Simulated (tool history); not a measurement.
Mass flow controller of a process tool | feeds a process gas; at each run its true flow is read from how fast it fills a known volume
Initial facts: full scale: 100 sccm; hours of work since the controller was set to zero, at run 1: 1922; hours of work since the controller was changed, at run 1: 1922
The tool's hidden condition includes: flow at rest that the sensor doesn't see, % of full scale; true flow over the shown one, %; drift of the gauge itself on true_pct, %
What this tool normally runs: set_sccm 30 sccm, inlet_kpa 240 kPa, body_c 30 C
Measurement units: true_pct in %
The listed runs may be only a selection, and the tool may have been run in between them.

run,hour,set_sccm,inlet_kpa,body_c,hours of work since the controller was set to zero,hours of work since the controller was changed,true_pct
1,0,30,240,30,1922,1922,97.45
2,122.6,19,240,30,1972,1972,96.56
3,354.5,30,240,30,2066,2066,97.35
4,530.9,30,240,30,2138,2138,97.28
5,660.1,30,240,30,2190,2190,97.15
6,863.1,30,240,30,2273,2273,97.16
7,1009.1,30,240,30,2332,2332,97.14
8,1126.5,30,240,30,2380,2380,97.29
9,1334.8,30,240,30,2465,2465,97.25
10,1480.4,30,240,30,2524,2524,97.03
11,1692.3,30,240,30,2610,2610,97.01
12,1903.9,30,240,27,2697,2697,96.77
13,2118.7,15,240,27,2784,2784,95.09
14,2255.5,15,240,27,2840,2840,94.9
15,2364.5,52,240,27,2884,2884,97.77
16,2595.1,30,240,30,2978,2978,96.98
17,2791.2,30,240,30,3058,3058,96.8
18,2918.1,30,240,34,3109,3109,97.29
19,3085.5,30,240,34,3178,3178,97.34
20,3318.6,30,240,34,3272,3272,97.2
21,3415.2,30,240,23,3312,3312,95.78
22,3524.6,23,240,30,3356,3356,96.09
23,3705.2,31,213,38,3430,3430,97.48
24,3830.9,13,188,27,3481,3481,93.53
25,3975.2,49,250,28,3540,3540,97.62
26,4194.6,31,211,28,3629,3629,96.23
27,4379.9,93,211,22,3705,3705,98.47
28,4545.2,30,235,30,3772,3772,96.47
29,4763.7,30,235,31,3861,3861,96.65
30,4979.3,30,235,31,3949,3949,96.5
31,5083.8,30,235,36,3991,3991,97.04
32,5267.2,30,235,36,4066,4066,97.11
33,5477.5,15,162,30,4151,4151,93.6
34,5679.6,47,197,33,4234,4234,97.41
35,5868.4,30,240,22,4310,4310,95.39
36,6051.9,69,240,22,4385,4385,97.62
37,6257.7,14,192,22,4469,4469,92.46
38,6354.7,14,192,22,4508,4508,92.5
39,6519.6,14,192,22,4576,4576,92.37

For run 40, what comes out?
40,6734.5,19,244,26,4663,4663,?

true_pct: 94.31 %
With the hidden condition absent and the run-to-run variation left alone, this run would have shown true_pct 97.65 %.
